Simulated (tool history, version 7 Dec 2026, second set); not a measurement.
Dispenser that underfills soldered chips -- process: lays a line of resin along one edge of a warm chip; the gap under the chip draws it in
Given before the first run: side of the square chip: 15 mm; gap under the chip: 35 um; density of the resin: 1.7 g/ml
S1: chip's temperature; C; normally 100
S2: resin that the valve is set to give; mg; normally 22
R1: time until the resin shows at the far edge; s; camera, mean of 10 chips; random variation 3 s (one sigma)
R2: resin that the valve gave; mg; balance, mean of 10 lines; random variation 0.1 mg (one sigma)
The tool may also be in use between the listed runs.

{"run": 1, "hour": 0.0, "S1": 100, "S2": 22, "R1": 303.3, "R2": 20.59}
{"hour": 4.0, "done": "dispensing valve cleaned and set on the balance"}
{"hour": 7.1, "done": "new syringe of resin"}
{"run": 2, "hour": 7.1, "S1": 100, "S2": 21.1, "R1": 304.6, "R2": 21.13}
{"hour": 14.5, "done": "new syringe of resin"}
{"run": 3, "hour": 18.5, "S1": 100, "S2": 21.1, "R1": 322.7, "R2": 20.9}
{"hour": 21.5, "done": "new syringe of resin"}
{"hour": 28.6, "done": "new syringe of resin"}
{"run": 4, "hour": 30.5, "S1": 100, "S2": 22.5, "R1": 316.1, "R2": 22.31}
{"hour": 35.7, "done": "new syringe of resin"}
{"run": 5, "hour": 36.7, "S1": 100, "S2": 22.5, "R1": 305.7, "R2": 21.99}
{"hour": 42.9, "done": "new syringe of resin"}
{"run": 6, "hour": 48.1, "S1": 100, "S2": 22.5, "R1": 340.5, "R2": 22}
{"hour": 50.1, "done": "new syringe of resin"}
{"run": 7, "hour": 56.5, "S1": 100, "S2": 22.5, "R1": 358.9, "R2": 21.85}
{"hour": 57.7, "done": "new syringe of resin"}
{"hour": 64.8, "done": "new syringe of resin"}
{"run": 8, "hour": 67.2, "S1": 100, "S2": 22.5, "R1": 316.1, "R2": 21.65}
{"hour": 72.3, "done": "new syringe of resin"}
{"run": 9, "hour": 76.7, "S1": 100, "S2": 22.5, "R1": 337.6, "R2": 21.58}
{"hour": 79.9, "done": "new syringe of resin"}
{"hour": 87.3, "done": "new syringe of resin"}
{"run": 10, "hour": 87.6, "S1": 108, "S2": 20.3, "R1": 249.3, "R2": 19.31}
{"run": 11, "hour": 93.1, "S1": 108, "S2": 20.3, "R1": 291.7, "R2": 19.35}
{"hour": 95.3, "done": "new syringe of resin"}
{"hour": 102.6, "done": "new syringe of resin"}
{"run": 12, "hour": 105.5, "S1": 88, "S2": 22, "R1": 433.4, "R2": 20.85}
{"hour": 109.8, "done": "new syringe of resin"}
{"run": 13, "hour": 115.0, "S1": 103, "S2": 23.9, "R1": 315.2, "R2": 22.45}
{"hour": 117.3, "done": "new syringe of resin"}
{"hour": 118.3, "done": "dispensing valve cleaned and set on the balance"}
{"hour": 125.5, "done": "new syringe of resin"}
{"run": 14, "hour": 127.4, "S1": 103, "S2": 23.9, "R1": 282.4, "R2": 23.8}
{"hour": 132.8, "done": "new syringe of resin"}
{"run": 15, "hour": 135.5, "S1": 103, "S2": 23.9, "R1": 291.3, "R2": 23.49}
{"hour": 140.2, "done": "new syringe of resin"}
{"hour": 147.9, "done": "new syringe of resin"}
{"run": 16, "hour": 147.9, "S1": 103, "S2": 23.9, "R1": 269.1, "R2": 23.44}
{"hour": 155.4, "done": "new syringe of resin"}
{"run": 17, "hour": 159.9, "S1": 85, "S2": 19.5, "R1": 506.1, "R2": 18.92}

Each row is a separate what-if for the run after 17, all from the same tool condition, not one after another. Results?
{"hour": 163.3, "done": "new syringe of resin"}
{"run": "A", "hour": 169.9, "S1": 101, "S2": 28.4, "R1": "?", "R2": "?"}
{"hour": 163.3, "done": "new syringe of resin"}
{"run": "B", "hour": 169.9, "S1": 86, "S2": 19.5, "R1": "?", "R2": "?"}
{"hour": 163.3, "done": "new syringe of resin"}
{"run": "C", "hour": 169.9, "S1": 88, "S2": 19.8, "R1": "?", "R2": "?"}
{"hour": 163.3, "done": "new syringe of resin"}
{"run": "D", "hour": 169.9, "S1": 100, "S2": 20.4, "R1": "?", "R2": "?"}

run=A R1=341.8 R2=27.71
run=B R1=515.5 R2=19.02
run=C R1=490.5 R2=19
run=D R1=356.5 R2=19.93
With the hidden condition removed and each run's random variation left untouched, the same runs would have given:
run=A R1=293.5 R2=28.58
run=B R1=442 R2=19.62
run=C R1=420.5 R2=19.6
run=D R1=305 R2=20.56
